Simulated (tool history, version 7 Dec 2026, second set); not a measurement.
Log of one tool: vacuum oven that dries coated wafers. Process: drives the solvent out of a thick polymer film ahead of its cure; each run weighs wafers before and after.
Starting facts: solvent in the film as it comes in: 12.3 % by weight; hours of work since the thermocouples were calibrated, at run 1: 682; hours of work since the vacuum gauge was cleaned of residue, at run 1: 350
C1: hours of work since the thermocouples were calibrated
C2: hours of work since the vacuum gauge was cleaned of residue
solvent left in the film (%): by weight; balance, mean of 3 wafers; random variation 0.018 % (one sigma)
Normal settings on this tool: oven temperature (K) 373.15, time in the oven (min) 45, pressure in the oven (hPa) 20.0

{"run": 1, "hour": 0.0, "oven temperature (K)": 373.15, "time in the oven (min)": 45, "pressure in the oven (hPa)": 20.0, "C1": 682, "C2": 350, "solvent left in the film (%)": 2.37}
{"hour": 4.0, "done": "oven's thermocouples calibrated"}
{"run": 2, "hour": 11.3, "oven temperature (K)": 373.15, "time in the oven (min)": 45, "pressure in the oven (hPa)": 20.0, "C1": 5, "C2": 357, "solvent left in the film (%)": 2.38}
{"run": 3, "hour": 27.4, "oven temperature (K)": 373.15, "time in the oven (min)": 45, "pressure in the oven (hPa)": 20.0, "C1": 16, "C2": 368, "solvent left in the film (%)": 2.37}
{"run": 4, "hour": 41.3, "oven temperature (K)": 373.15, "time in the oven (min)": 45, "pressure in the oven (hPa)": 20.0, "C1": 26, "C2": 378, "solvent left in the film (%)": 2.36}
{"run": 5, "hour": 58.6, "oven temperature (K)": 373.15, "time in the oven (min)": 25, "pressure in the oven (hPa)": 20.0, "C1": 38, "C2": 390, "solvent left in the film (%)": 4.24}
{"run": 6, "hour": 69.2, "oven temperature (K)": 369.15, "time in the oven (min)": 45, "pressure in the oven (hPa)": 20.0, "C1": 45, "C2": 397, "solvent left in the film (%)": 3.13}
{"run": 7, "hour": 76.7, "oven temperature (K)": 369.15, "time in the oven (min)": 45, "pressure in the oven (hPa)": 20.0, "C1": 51, "C2": 402, "solvent left in the film (%)": 3.15}
{"run": 8, "hour": 92.2, "oven temperature (K)": 373.15, "time in the oven (min)": 32, "pressure in the oven (hPa)": 20.0, "C1": 61, "C2": 413, "solvent left in the film (%)": 3.41}
{"run": 9, "hour": 109.8, "oven temperature (K)": 381.15, "time in the oven (min)": 32, "pressure in the oven (hPa)": 20.0, "C1": 74, "C2": 425, "solvent left in the film (%)": 1.99}
{"run": 10, "hour": 127.7, "oven temperature (K)": 381.15, "time in the oven (min)": 32, "pressure in the oven (hPa)": 20.0, "C1": 86, "C2": 438, "solvent left in the film (%)": 1.95}
{"run": 11, "hour": 138.0, "oven temperature (K)": 381.15, "time in the oven (min)": 32, "pressure in the oven (hPa)": 20.0, "C1": 93, "C2": 445, "solvent left in the film (%)": 2.0}
{"run": 12, "hour": 155.6, "oven temperature (K)": 381.15, "time in the oven (min)": 32, "pressure in the oven (hPa)": 20.0, "C1": 105, "C2": 457, "solvent left in the film (%)": 1.97}
{"run": 13, "hour": 173.1, "oven temperature (K)": 373.15, "time in the oven (min)": 45, "pressure in the oven (hPa)": 20.0, "C1": 118, "C2": 469, "solvent left in the film (%)": 2.4}
{"run": 14, "hour": 191.0, "oven temperature (K)": 383.15, "time in the oven (min)": 45, "pressure in the oven (hPa)": 20.0, "C1": 130, "C2": 482, "solvent left in the film (%)": 1.07}
{"run": 15, "hour": 200.4, "oven temperature (K)": 383.15, "time in the oven (min)": 45, "pressure in the oven (hPa)": 20.0, "C1": 137, "C2": 488, "solvent left in the film (%)": 1.11}
{"run": 16, "hour": 211.6, "oven temperature (K)": 373.15, "time in the oven (min)": 78, "pressure in the oven (hPa)": 20.0, "C1": 144, "C2": 496, "solvent left in the film (%)": 1.26}
{"run": 17, "hour": 222.8, "oven temperature (K)": 367.15, "time in the oven (min)": 78, "pressure in the oven (hPa)": 20.0, "C1": 152, "C2": 504, "solvent left in the film (%)": 2.03}

Predict the results of run 18:
{"run": 18, "hour": 230.4, "oven temperature (K)": 373.15, "time in the oven (min)": 47, "pressure in the oven (hPa)": 15.2, "C1": 157, "C2": 509, "solvent left in the film (%)": "?"}

Run 18 came out at solvent left in the film (%) 2.09.
The same run, on a tool lacking any hidden state, would have yielded solvent left in the film (%) 2.08.
